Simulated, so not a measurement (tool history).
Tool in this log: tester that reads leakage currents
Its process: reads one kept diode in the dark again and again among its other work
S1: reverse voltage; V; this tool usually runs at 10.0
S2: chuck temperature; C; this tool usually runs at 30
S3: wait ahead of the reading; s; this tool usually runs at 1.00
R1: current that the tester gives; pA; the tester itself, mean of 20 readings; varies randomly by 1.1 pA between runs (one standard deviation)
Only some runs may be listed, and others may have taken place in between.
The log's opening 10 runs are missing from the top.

| run | hour | S1 | S2 | S3 | R1 |
|---|---|---|---|---|---|
| 11 | 1169.9 | 10.0 | 30 | 1.00 | 330.27 |
| 12 | 1263.1 | 10.0 | 30 | 1.00 | 328.11 |
| 13 | 1377.1 | 10.0 | 29 | 1.00 | 298.94 |
|  | 1396.6 | tester calibrated |
| 14 | 1498.3 | 10.0 | 29 | 1.00 | 304.48 |
| 15 | 1633.6 | 3.2 | 30 | 1.00 | 225.09 |
| 16 | 1720.8 | 3.2 | 30 | 1.00 | 221.96 |
| 17 | 1794.0 | 10.0 | 59 | 1.00 | 2198.09 |
|  | 1811.7 | chuck's temperature calibrated |
| 18 | 1909.2 | 10.0 | 59 | 1.00 | 2433.49 |
| 19 | 2017.3 | 10.0 | 30 | 1.00 | 353.53 |
| 20 | 2112.4 | 10.0 | 25 | 3.88 | 241.69 |
| 21 | 2211.7 | 10.0 | 30 | 0.36 | 346.75 |
| 22 | 2286.2 | 10.0 | 30 | 0.36 | 343.76 |
| 23 | 2399.1 | 10.0 | 30 | 0.36 | 339.50 |
| 24 | 2487.3 | 10.0 | 30 | 0.36 | 334.53 |
| 25 | 2603.4 | 10.0 | 30 | 0.36 | 331.49 |
|  | 2744.8 | chuck's temperature calibrated |
| 26 | 2769.5 | 10.0 | 47 | 1.55 | 1147.00 |
| 27 | 2893.5 | 19.7 | 37 | 0.54 | 723.36 |
| 28 | 3004.3 | 19.7 | 37 | 0.54 | 717.10 |

Estimate the outcome of run 29 from the log above:
| 29 | 3123.9 | 2.4 | 59 | 1.00 | ? |

R1: 1524.25 pA
Take away the tool's hidden state, keep the run-to-run variation as it was, and the same run would have given R1 1597.01 pA.
